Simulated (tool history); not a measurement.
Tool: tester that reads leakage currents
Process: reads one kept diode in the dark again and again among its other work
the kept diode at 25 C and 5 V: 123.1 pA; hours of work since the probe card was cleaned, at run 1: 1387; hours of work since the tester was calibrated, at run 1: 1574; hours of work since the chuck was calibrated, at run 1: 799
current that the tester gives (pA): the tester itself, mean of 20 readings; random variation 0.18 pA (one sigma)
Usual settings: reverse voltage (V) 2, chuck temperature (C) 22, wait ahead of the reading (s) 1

run,day,reverse voltage (V),chuck temperature (C),wait ahead of the reading (s),hours of work since the probe card was cleaned,hours of work since the tester was calibrated,hours of work since the chuck was calibrated,current that the tester gives (pA)
1,0,2,22,1,1387,1574,799,52.51
2,2.471,2,22,1,1435,1621,846,52.26
3,5.492,2,34,1,1492,1679,904,156.78
4,8.004,2,34,1,1541,1727,952,156.16
5,11.421,7.19,22,1,1606,1793,1018,107.73
6,14.996,2.25,22,1,1675,1861,1086,54.3
# day 15.6: probe card cleaned and baked
7,16.938,2.25,22,1,26,1896,1121,50.55
8,20.588,2.25,22,1,96,1966,1191,50.4
9,24.4,2,22,1,169,2039,1264,47.08
# day 26.338: chuck's temperature calibrated
10,27.867,2,22,1,234,2104,29,55.86
11,31.325,2.93,22,1,300,2170,96,67.59
12,34.829,2,22,0.93,367,2237,163,54.5
13,38.8,2,40,1,443,2313,239,286.87
14,40.846,2,22,6.47,482,2353,278,53.71
15,42.792,2,22,2.26,520,2390,315,53.55
16,46.188,6.7,46,1,585,2455,381,913.79
17,49.258,6.69,21,0.9,644,2514,439,94.57
18,51.512,6.69,21,0.9,687,2557,483,94.99
19,53.167,6.69,21,0.9,718,2589,514,94.3
20,55.812,2,22,5.99,769,2640,565,51.45
21,57.983,12.68,22,3.07,811,2681,607,145.84
22,61.95,2.17,28,0.39,887,2757,683,95.5
23,64.071,2.17,28,0.39,928,2798,723,94.97
24,66.004,2,30,1,965,2835,760,109.05

The same runs without the tool's hidden state, with the same run-to-run variation:
The hidden state here: stray current of the dirty probe card, pA a volt; current scale over the true one, %; true chuck temperature over the reading, C; drift of the gauge itself on leakage_pa, %.
run,current that the tester gives (pA)
1,56.29
2,56.32
3,174.65
4,175.11
5,113.39
6,59.94
7,59.68
8,59.95
9,56.44
10,56.43
11,68.71
12,55.88
13,299.11
14,55.88
15,55.91
16,967.43
17,98.33
18,99.15
19,98.66
20,55.32
21,151.95
22,104.84
23,104.74
24,121.18

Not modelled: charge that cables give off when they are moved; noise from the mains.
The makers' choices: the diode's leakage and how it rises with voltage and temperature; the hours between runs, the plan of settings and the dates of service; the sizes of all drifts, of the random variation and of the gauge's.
